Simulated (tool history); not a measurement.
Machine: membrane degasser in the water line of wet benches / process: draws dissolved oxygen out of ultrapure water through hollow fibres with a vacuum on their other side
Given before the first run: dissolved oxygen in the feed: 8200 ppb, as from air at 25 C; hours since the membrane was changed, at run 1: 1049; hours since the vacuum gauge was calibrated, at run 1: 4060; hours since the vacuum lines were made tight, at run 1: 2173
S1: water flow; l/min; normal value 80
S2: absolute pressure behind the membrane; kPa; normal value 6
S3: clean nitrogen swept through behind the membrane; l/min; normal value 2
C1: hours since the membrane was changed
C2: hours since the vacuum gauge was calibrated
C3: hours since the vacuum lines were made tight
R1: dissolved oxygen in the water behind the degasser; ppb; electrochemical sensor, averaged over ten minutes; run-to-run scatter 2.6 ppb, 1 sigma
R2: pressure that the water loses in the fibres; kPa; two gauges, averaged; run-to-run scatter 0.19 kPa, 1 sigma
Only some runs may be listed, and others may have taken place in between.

{"run": 1, "hour": 0.0, "S1": 80, "S2": 6, "S3": 2, "C1": 1049, "C2": 4060, "C3": 2173, "R1": 362.7, "R2": 50.93}
{"run": 2, "hour": 77.7, "S1": 80, "S2": 6, "S3": 2, "C1": 1127, "C2": 4138, "C3": 2250, "R1": 366.3, "R2": 50.97}
{"run": 3, "hour": 162.3, "S1": 80, "S2": 9.53, "S3": 2, "C1": 1211, "C2": 4223, "C3": 2335, "R1": 618.2, "R2": 50.79}
{"run": 4, "hour": 221.8, "S1": 80, "S2": 9.53, "S3": 2, "C1": 1271, "C2": 4282, "C3": 2394, "R1": 617.8, "R2": 50.9}
{"run": 5, "hour": 313.3, "S1": 80, "S2": 6, "S3": 4.59, "C1": 1362, "C2": 4374, "C3": 2486, "R1": 251.8, "R2": 51.32}
{"run": 6, "hour": 428.4, "S1": 80, "S2": 6, "S3": 4.59, "C1": 1478, "C2": 4489, "C3": 2601, "R1": 254.8, "R2": 50.77}
{"run": 7, "hour": 520.0, "S1": 80, "S2": 6, "S3": 4.59, "C1": 1569, "C2": 4580, "C3": 2693, "R1": 252.7, "R2": 51.08}
{"run": 8, "hour": 626.5, "S1": 80, "S2": 6, "S3": 4.59, "C1": 1676, "C2": 4687, "C3": 2799, "R1": 251.9, "R2": 51.13}
{"run": 9, "hour": 674.7, "S1": 80, "S2": 6, "S3": 4.59, "C1": 1724, "C2": 4735, "C3": 2847, "R1": 251.8, "R2": 51.38}
{"run": 10, "hour": 737.6, "S1": 80, "S2": 6, "S3": 2, "C1": 1787, "C2": 4798, "C3": 2910, "R1": 369.8, "R2": 51.05}
{"run": 11, "hour": 838.2, "S1": 80, "S2": 6, "S3": 2, "C1": 1887, "C2": 4898, "C3": 3011, "R1": 373.4, "R2": 51.26}
{"run": 12, "hour": 941.1, "S1": 80, "S2": 4.54, "S3": 2, "C1": 1990, "C2": 5001, "C3": 3114, "R1": 262.3, "R2": 51.25}
{"hour": 981.8, "done": "vacuum gauge calibrated"}
{"run": 13, "hour": 1051.9, "S1": 80, "S2": 4.54, "S3": 2, "C1": 2100, "C2": 70, "C3": 3224, "R1": 272.1, "R2": 50.92}
{"run": 14, "hour": 1142.1, "S1": 80, "S2": 4.54, "S3": 2, "C1": 2191, "C2": 160, "C3": 3314, "R1": 269.1, "R2": 51.23}
{"run": 15, "hour": 1213.7, "S1": 80, "S2": 6, "S3": 4.03, "C1": 2262, "C2": 232, "C3": 3386, "R1": 276.8, "R2": 51.36}
{"hour": 1290.1, "done": "seals of the vacuum lines changed"}
{"run": 16, "hour": 1290.1, "S1": 80, "S2": 6, "S3": 4.03, "C1": 2337, "C2": 306, "C3": 0, "R1": 273.2, "R2": 51.22}
{"run": 17, "hour": 1359.8, "S1": 52, "S2": 5.57, "S3": 3.66, "C1": 2406, "C2": 376, "C3": 70, "R1": 154.2, "R2": 33.32}
{"run": 18, "hour": 1467.0, "S1": 52, "S2": 4.82, "S3": 1.31, "C1": 2514, "C2": 483, "C3": 177, "R1": 219.9, "R2": 33.64}
{"hour": 1522.3, "done": "vacuum gauge calibrated, once more"}
{"run": 19, "hour": 1534.1, "S1": 52, "S2": 4.82, "S3": 1.31, "C1": 2580, "C2": 12, "C3": 244, "R1": 194.7, "R2": 33.57}
{"run": 20, "hour": 1600.9, "S1": 53, "S2": 7.38, "S3": 1.7, "C1": 2647, "C2": 79, "C3": 310, "R1": 332.8, "R2": 34.16}
{"run": 21, "hour": 1705.5, "S1": 53, "S2": 7.38, "S3": 1.7, "C1": 2752, "C2": 183, "C3": 415, "R1": 334.4, "R2": 33.97}
{"run": 22, "hour": 1761.8, "S1": 122, "S2": 7.38, "S3": 3.33, "C1": 2808, "C2": 240, "C3": 471, "R1": 558, "R2": 78.4}
{"run": 23, "hour": 1835.5, "S1": 125, "S2": 4.1, "S3": 4.4, "C1": 2882, "C2": 313, "C3": 545, "R1": 332.9, "R2": 80.67}
{"run": 24, "hour": 1948.2, "S1": 53, "S2": 6.75, "S3": 1.16, "C1": 2994, "C2": 426, "C3": 658, "R1": 381.7, "R2": 33.84}
{"run": 25, "hour": 2012.6, "S1": 60, "S2": 4.15, "S3": 2.39, "C1": 3059, "C2": 490, "C3": 722, "R1": 139, "R2": 38.59}
{"run": 26, "hour": 2118.5, "S1": 60, "S2": 4.15, "S3": 2.39, "C1": 3165, "C2": 596, "C3": 828, "R1": 143.6, "R2": 38.83}
{"run": 27, "hour": 2232.6, "S1": 123, "S2": 5.67, "S3": 1.19, "C1": 3279, "C2": 710, "C3": 942, "R1": 644.3, "R2": 79.41}
{"run": 28, "hour": 2303.0, "S1": 107, "S2": 3.95, "S3": 3.92, "C1": 3349, "C2": 781, "C3": 1012, "R1": 274.9, "R2": 69.39}
{"run": 29, "hour": 2360.5, "S1": 53, "S2": 8.92, "S3": 1.26, "C1": 3407, "C2": 838, "C3": 1070, "R1": 520.7, "R2": 34.27}

The next listed run, before its measurement:
{"run": 30, "hour": 2466.7, "S1": 50, "S2": 6, "S3": 2.82, "C1": 3513, "C2": 944, "C3": 1176, "R1": "?", "R2": "?"}

{"run 30": {"R1": 176.2, "R2": 32.37}}
The same run, on a tool lacking any hidden state, would have yielded R1 164.9 ppb, R2 31.4 kPa.
